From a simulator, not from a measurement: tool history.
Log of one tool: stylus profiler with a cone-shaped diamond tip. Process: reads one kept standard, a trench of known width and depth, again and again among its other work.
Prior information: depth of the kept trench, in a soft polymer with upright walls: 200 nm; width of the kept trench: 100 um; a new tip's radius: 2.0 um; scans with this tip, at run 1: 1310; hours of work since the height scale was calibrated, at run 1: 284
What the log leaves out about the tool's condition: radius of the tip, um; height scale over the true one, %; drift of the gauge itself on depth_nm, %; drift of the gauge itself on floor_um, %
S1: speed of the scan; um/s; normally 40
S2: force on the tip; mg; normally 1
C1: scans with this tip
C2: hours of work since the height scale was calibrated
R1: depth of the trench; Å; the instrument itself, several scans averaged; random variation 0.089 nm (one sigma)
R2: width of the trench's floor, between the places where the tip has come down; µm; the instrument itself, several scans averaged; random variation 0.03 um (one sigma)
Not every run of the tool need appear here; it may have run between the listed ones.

run 1 hour=0 | S1=40 S2=1 | C1=1310 C2=284 | R1=2012.8 R2=97.8
run 2 hour=60.3 | S1=40 S2=1.63 | C1=1428 C2=309 | R1=2019.2 R2=97.96
run 3 hour=121.1 | S1=40 S2=1.63 | C1=1547 C2=335 | R1=2018.4 R2=97.9
run 4 hour=181.6 | S1=40 S2=1.63 | C1=1666 C2=361 | R1=2018.8 R2=97.93
run 5 hour=254.8 | S1=41 S2=1 | C1=1809 C2=392 | R1=2015 R2=97.86
run 6 hour=305.1 | S1=40 S2=1 | C1=1908 C2=413 | R1=2014.5 R2=97.85
run 7 hour=390.9 | S1=40 S2=1 | C1=2076 C2=450 | R1=2015.4 R2=97.84
run 8 hour=472.7 | S1=40 S2=2.56 | C1=2236 C2=485 | R1=2024.8 R2=97.97
run 9 hour=532.5 | S1=40 S2=2.56 | C1=2353 C2=510 | R1=2026 R2=98.04
run 10 hour=619.3 | S1=40 S2=2.56 | C1=2523 C2=547 | R1=2026.1 R2=97.93
run 11 hour=691.3 | S1=40 S2=2.56 | C1=2664 C2=577 | R1=2024.6 R2=97.95
run 12 hour=775.3 | S1=40 S2=2.56 | C1=2829 C2=613 | R1=2026 R2=98
run 13 hour=842.6 | S1=40 S2=2.56 | C1=2961 C2=642 | R1=2026 R2=97.95
run 14 hour=900.1 | S1=40 S2=2.56 | C1=3073 C2=666 | R1=2025.3 R2=97.92
run 15 hour=957.7 | S1=40 S2=2.56 | C1=3186 C2=690 | R1=2027.5 R2=97.93
run 16 hour=1043.9 | S1=40 S2=1 | C1=3355 C2=727 | R1=2015.8 R2=97.86
run 17 hour=1090.9 | S1=40 S2=0.52 | C1=3447 C2=747 | R1=2012.6 R2=97.72
run 18 hour=1140.8 | S1=40 S2=1.41 | C1=3545 C2=768 | R1=2019 R2=97.83
run 19 hour=1200.7 | S1=40 S2=1.4 | C1=3662 C2=794 | R1=2018 R2=97.9
run 20 hour=1237.8 | S1=40 S2=1.4 | C1=3735 C2=809 | R1=2020.1 R2=97.81
run 21 hour=1291.5 | S1=39 S2=2.1 | C1=3840 C2=832 | R1=2023.7 R2=97.89
run 22 hour=1335.5 | S1=113 S2=1.93 | C1=3926 C2=851 | R1=2023 R2=97.43
run 23 hour=1386.2 | S1=138 S2=0.52 | C1=4026 C2=872 | R1=2013.5 R2=96.48
run 24 hour=1455.7 | S1=38 S2=1.61 | C1=4162 C2=902 | R1=2021 R2=97.89
run 25 hour=1508.3 | S1=25 S2=0.53 | C1=4265 C2=924 | R1=2011.4 R2=97.86
run 26 hour=1568.3 | S1=50 S2=2.52 | C1=4382 C2=950 | R1=2025.2 R2=97.85
run 27 hour=1615.7 | S1=40 S2=1.34 | C1=4475 C2=970 | R1=2018.9 R2=97.85
run 28 hour=1697.2 | S1=14 S2=1.15 | C1=4635 C2=1004 | R1=2018.2 R2=97.99
run 29 hour=1784.2 | S1=14 S2=1.15 | C1=4805 C2=1041 | R1=2020.4 R2=98.03
run 30 hour=1853.5 | S1=16 S2=1.86 | C1=4941 C2=1071 | R1=2023.9 R2=98.01
run 31 hour=1917.7 | S1=16 S2=1.86 | C1=5067 C2=1098 | R1=2024.4 R2=98.01
run 32 hour=1992.1 | S1=16 S2=1.86 | C1=5212 C2=1130 | R1=2024.4 R2=97.99
run 33 hour=2045.3 | S1=117 S2=1.71 | C1=5317 C2=1152 | R1=2024.6 R2=97.42
run 34 hour=2127.6 | S1=117 S2=1.71 | C1=5478 C2=1187 | R1=2023.4 R2=97.33
run 35 hour=2200.1 | S1=54 S2=0.53 | C1=5620 C2=1218 | R1=2015 R2=97.47
run 36 hour=2252.1 | S1=54 S2=0.53 | C1=5722 C2=1240 | R1=2014.2 R2=97.44
run 37 hour=2308.1 | S1=100 S2=1.91 | C1=5831 C2=1264 | R1=2025.2 R2=97.46
run 38 hour=2383.4 | S1=100 S2=1.91 | C1=5979 C2=1296 | R1=2024.7 R2=97.48

Predict each of these 5 candidate next runs independently; none follows another, all start after run 38:
run A hour=2424.6 | S1=100 S2=2.13 | C1=6060 C2=1313 | R1=? R2=?
run B hour=2424.6 | S1=28 S2=2.43 | C1=6060 C2=1313 | R1=? R2=?
run C hour=2424.6 | S1=22 S2=1 | C1=6060 C2=1313 | R1=? R2=?
run D hour=2424.6 | S1=88 S2=1.39 | C1=6060 C2=1313 | R1=? R2=?
run E hour=2424.6 | S1=16 S2=1 | C1=6060 C2=1313 | R1=? R2=?

run=A R1=2026.9 R2=97.54
run=B R1=2026.4 R2=97.91
run=C R1=2018.3 R2=97.89
run=D R1=2022.9 R2=97.41
run=E R1=2019.6 R2=97.94
Without the tool's unlogged condition, the same runs would have read:
run=A R1=2019.6 R2=97.71
run=B R1=2019.2 R2=98.08
run=C R1=2011.1 R2=98.07
run=D R1=2015.7 R2=97.58
run=E R1=2012.4 R2=98.11
